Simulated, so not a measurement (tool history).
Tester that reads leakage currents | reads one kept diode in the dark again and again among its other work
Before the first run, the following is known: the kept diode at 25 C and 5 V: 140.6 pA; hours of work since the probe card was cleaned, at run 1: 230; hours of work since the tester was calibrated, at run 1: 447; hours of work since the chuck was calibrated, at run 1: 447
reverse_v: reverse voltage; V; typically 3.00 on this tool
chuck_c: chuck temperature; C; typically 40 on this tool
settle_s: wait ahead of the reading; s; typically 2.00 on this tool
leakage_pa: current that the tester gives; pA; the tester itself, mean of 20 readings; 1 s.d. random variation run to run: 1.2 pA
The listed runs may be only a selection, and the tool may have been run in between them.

run,day,reverse_v,chuck_c,settle_s,hours of work since the probe card was cleaned,hours of work since the tester was calibrated,hours of work since the chuck was calibrated,leakage_pa
1,0.000,3.00,40,2.00,230,447,447,351.53
2,2.888,3.00,40,2.00,275,492,492,347.81
3,8.088,3.00,40,2.00,355,572,572,340.02
4,14.571,3.00,40,2.00,455,672,672,328.56
# day 15.050: chuck's temperature calibrated
5,20.596,3.00,40,2.00,547,764,86,400.77
6,26.221,3.00,40,2.00,634,851,172,388.32
7,31.267,3.00,31,2.00,711,928,250,178.62
# day 31.750: probe card cleaned and baked
8,35.946,3.00,31,2.00,65,999,321,174.78
9,42.262,3.00,31,2.00,162,1096,418,169.82
10,47.150,3.00,31,2.00,238,1172,494,166.61
11,51.171,3.00,40,2.00,300,1234,556,346.51
12,55.438,3.00,40,2.00,366,1300,622,342.29
13,58.192,3.00,40,2.00,408,1342,664,338.34
# day 59.058: chuck's temperature calibrated
# day 62.546: probe card cleaned and baked, once more
14,62.629,14.95,40,7.14,1,1407,53,810.72
15,65.567,3.47,50,1.85,47,1453,99,925.70
16,69.446,3.47,50,1.85,107,1513,158,906.31
17,74.488,1.91,40,2.00,184,1591,236,307.05
18,80.908,1.04,46,2.73,284,1690,335,371.12
19,84.229,1.52,46,2.73,335,1741,387,432.07
20,87.212,3.00,56,1.50,381,1787,433,1246.82
21,92.604,3.00,56,1.50,464,1870,516,1218.98
22,98.654,3.00,56,1.50,557,1964,609,1193.40
# day 102.979: chuck's temperature calibrated
23,102.979,1.73,47,9.92,623,2029,0,568.19

Consider 3 possible next runs. They are alternatives, not a sequence: every one starts from the tool as it was left by run 23. What does each give?
A,106.629,1.73,20,7.51,679,2085,56,?
B,106.629,1.73,25,0.40,679,2085,56,?
C,106.629,4.12,43,1.50,679,2085,56,?

run,leakage_pa
A,55.97
B,89.19
C,599.81
With the hidden condition removed and each run's random variation left untouched, the same runs would have given:
run,leakage_pa
A,55.29
B,88.71
C,601.20
